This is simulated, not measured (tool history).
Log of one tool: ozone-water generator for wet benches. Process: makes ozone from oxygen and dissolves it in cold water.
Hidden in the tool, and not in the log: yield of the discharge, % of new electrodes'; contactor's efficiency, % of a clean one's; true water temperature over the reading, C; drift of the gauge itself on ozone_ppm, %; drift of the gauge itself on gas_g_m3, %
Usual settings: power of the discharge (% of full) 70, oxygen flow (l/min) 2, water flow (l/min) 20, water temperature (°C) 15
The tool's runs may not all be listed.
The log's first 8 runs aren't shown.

run      day  power of the discharge (% of full)  oxygen flow (l/min)  water flow (l/min)  water temperature (°C)  hours of work since the electrodes were changed  hours of work since the contactor was cleaned  hours of work since the thermometer was calibrated  dissolved ozone (ppm)  ozone in the gas ahead of the water (g/m3)
  9   55.075                                  70                    2                  20                      15                                             6525                                            300                                                 409                   11.8                                       211.5
 10    64.15                                  70                    2                  20                      15                                             6670                                            445                                                 554                   11.6                                       212.8
 11     69.7                                  70                    2                  20                      15                                             6759                                            533                                                 642                   11.8                                       213.9
 12    76.75                                  70                    2                  20                      15                                             6871                                            646                                                 755                   11.8                                       210.9
 13   84.333                                  70                    2                  20                      15                                             6993                                            767                                                 876                   11.8                                       210.9
 14   88.629                                  70                    2                  20                      15                                             7061                                            836                                                 945                   11.8                                       212.3
 15   92.758                                  70                    2                  20                      15                                             7127                                            902                                                1011                   11.8                                       212.1
 16  101.546                                  70                    2                  20                      15                                             7268                                           1043                                                1152                   11.6                                       210.6
 17  106.229                                  51                  2.8                  13                      15                                             7343                                           1118                                                1227                   15.2                                       139.3
 18   112.95                                  51                  2.8                  13                      15                                             7450                                           1225                                                1334                   15.1                                       137.5
 19  117.538                                  51                  2.8                  13                      15                                             7524                                           1298                                                1407                   15.3                                       138.3
 20  122.012                                  51                  2.8                  13                      15                                             7595                                           1370                                                1479                   15.3                                       137.8
 21  130.992                                  70                 2.43                  25                      15                                             7739                                           1513                                                1622                    9.4                                       191.2
 22  139.512                                  70                 2.43                  25                      15                                             7875                                           1650                                                1759                    9.6                                       193.5
 23  148.883                                  70                 2.43                  25                      15                                             8025                                           1799                                                1908                    9.7                                       192.2
 24  153.854                                  70                 2.43                  28                      15                                             8104                                           1879                                                1988                    8.4                                       191.6
 25  163.233                                  70                    2                  17                      21                                             8254                                           2029                                                2138                   13.3                                       210.2
 26  171.996                                  70                    2                  17                      21                                             8394                                           2169                                                2278                   13.7                                       210.8
 27  177.471                                  70                 1.22                  20                      15                                             8482                                           2257                                                2366                   10.3                                       268.3
 28  183.321                                  70                 1.43                  14                       7                                             8575                                           2350                                                2459                   16.8                                         249
 29  188.142                                  80                 1.07                  19                      12                                             8652                                           2427                                                2536                   11.2                                       322.2
 30  196.204                                  80                 2.97                  20                      11                                             8781                                           2556                                                2665                   15.1                                       195.9
 31  200.492                                  70                    2                  20                      11                                             8850                                           2625                                                2734                   12.4                                       212.1
 32  204.696                                  88                    2                  20                      15                                             8917                                           2692                                                2801                   14.3                                       255.6

Forecast each of these 3 alternatives for the next run:
  A  210.942                                  66                    2                  15                      15                                             9017                                           2792                                                2901                      ?                                           ?
  B  210.942                                  88                 1.82                  20                      15                                             9017                                           2792                                                2901                      ?                                           ?
  C  210.942                                  88                 1.09                  20                      11                                             9017                                           2792                                                2901                      ?                                           ?

run  dissolved ozone (ppm)  ozone in the gas ahead of the water (g/m3)
  A                   15.3                                       202.4
  B                   13.7                                       267.4
  C                   11.7                                       344.5
Without the tool's hidden state the same runs would have given:
run  dissolved ozone (ppm)  ozone in the gas ahead of the water (g/m3)
  A                   15.3                                       202.7
  B                   13.7                                       267.8
  C                   11.7                                         345
